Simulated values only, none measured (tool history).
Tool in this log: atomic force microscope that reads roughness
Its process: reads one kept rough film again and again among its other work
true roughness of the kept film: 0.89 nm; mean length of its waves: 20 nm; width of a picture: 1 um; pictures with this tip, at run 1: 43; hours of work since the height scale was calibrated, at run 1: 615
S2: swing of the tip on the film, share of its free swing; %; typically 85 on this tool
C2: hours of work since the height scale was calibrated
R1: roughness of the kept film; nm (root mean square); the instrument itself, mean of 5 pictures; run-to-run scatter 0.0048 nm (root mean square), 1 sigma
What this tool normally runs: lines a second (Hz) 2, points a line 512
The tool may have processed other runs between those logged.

Run 1, hour 0: usual settings; pictures with this tip 43; C2 615. Result: R1 0.635 nm (root mean square).
Run 2, hour 11.2: usual settings; pictures with this tip 64; C2 621. Result: R1 0.616 nm (root mean square).
Run 3, hour 27.7: usual settings; pictures with this tip 96; C2 630. Result: R1 0.592 nm (root mean square).
At hour 30: new tip fitted.
Run 4, hour 50.6: usual settings but S2 87 %; pictures with this tip 40; C2 643. Result: R1 0.62 nm (root mean square).
Run 5, hour 73.4: usual settings but S2 87 %; pictures with this tip 83; C2 655. Result: R1 0.583 nm (root mean square).
At hour 82.1: new tip fitted.
Run 6, hour 95.3: usual settings but S2 87 %; pictures with this tip 25; C2 667. Result: R1 0.634 nm (root mean square).
Run 7, hour 123.3: usual settings but lines a second (Hz) 1.97; pictures with this tip 79; C2 683. Result: R1 0.602 nm (root mean square).
At hour 133.6: new tip fitted.
Run 8, hour 151: usual settings but lines a second (Hz) 1.97; pictures with this tip 33; C2 698. Result: R1 0.644 nm (root mean square).
Run 9, hour 172.1: usual settings but points a line 771; pictures with this tip 74; C2 709. Result: R1 0.611 nm (root mean square).
At hour 174.4: height scale calibrated on a step standard.
At hour 186.1: new tip fitted.
Run 10, hour 193.7: usual settings but S2 81 %, points a line 771; pictures with this tip 14; C2 10. Result: R1 0.692 nm (root mean square).
Run 11, hour 207.9: usual settings but lines a second (Hz) 1.15, S2 67 %, points a line 403; pictures with this tip 41; C2 18. Result: R1 0.741 nm (root mean square).
Run 12, hour 232.3: usual settings but lines a second (Hz) 1.15, S2 67 %, points a line 403; pictures with this tip 88; C2 32. Result: R1 0.692 nm (root mean square).
At hour 238.2: new tip fitted.
Run 13, hour 253.2: usual settings but S2 58 %, points a line 337; pictures with this tip 29; C2 43. Result: R1 0.746 nm (root mean square).
Run 14, hour 268.4: usual settings but S2 80 %; pictures with this tip 58; C2 52. Result: R1 0.636 nm (root mean square).
At hour 290.4: new tip fitted.
Run 15, hour 296.4: usual settings but lines a second (Hz) 0.9, S2 59 %; pictures with this tip 12; C2 67. Result: R1 0.793 nm (root mean square).
Run 16, hour 316.2: usual settings but lines a second (Hz) 0.9, S2 59 %; pictures with this tip 50; C2 78. Result: R1 0.745 nm (root mean square).
Run 17, hour 328.3: usual settings but lines a second (Hz) 2.81, S2 68 %, points a line 810; pictures with this tip 73; C2 85. Result: R1 0.663 nm (root mean square).
At hour 333.2: height scale calibrated on a step standard, once more.
At hour 343.9: new tip fitted.
Run 18, hour 352.7: usual settings but lines a second (Hz) 2.81, S2 68 %, points a line 810; pictures with this tip 17; C2 11. Result: R1 0.714 nm (root mean square).

Predict each of these 4 candidate next runs independently; none follows another, all start after run 18:
Run A, hour 365.7: usual settings but lines a second (Hz) 2.11, S2 68 %, points a line 459; pictures with this tip 42; C2 18. Result: R1 ?.
Run B, hour 365.7: usual settings but S2 60 %; pictures with this tip 42; C2 18. Result: R1 ?.
Run C, hour 365.7: usual settings but lines a second (Hz) 1.46, S2 82 %, points a line 810; pictures with this tip 42; C2 18. Result: R1 ?.
Run D, hour 365.7: usual settings but lines a second (Hz) 1.55, S2 75 %, points a line 810; pictures with this tip 42; C2 18. Result: R1 ?.

run     R1
  A  0.707
  B   0.72
  C  0.683
  D   0.71
Without the tool's unlogged condition, the same runs would have read:
run     R1
  A  0.756
  B  0.771
  C   0.73
  D  0.759

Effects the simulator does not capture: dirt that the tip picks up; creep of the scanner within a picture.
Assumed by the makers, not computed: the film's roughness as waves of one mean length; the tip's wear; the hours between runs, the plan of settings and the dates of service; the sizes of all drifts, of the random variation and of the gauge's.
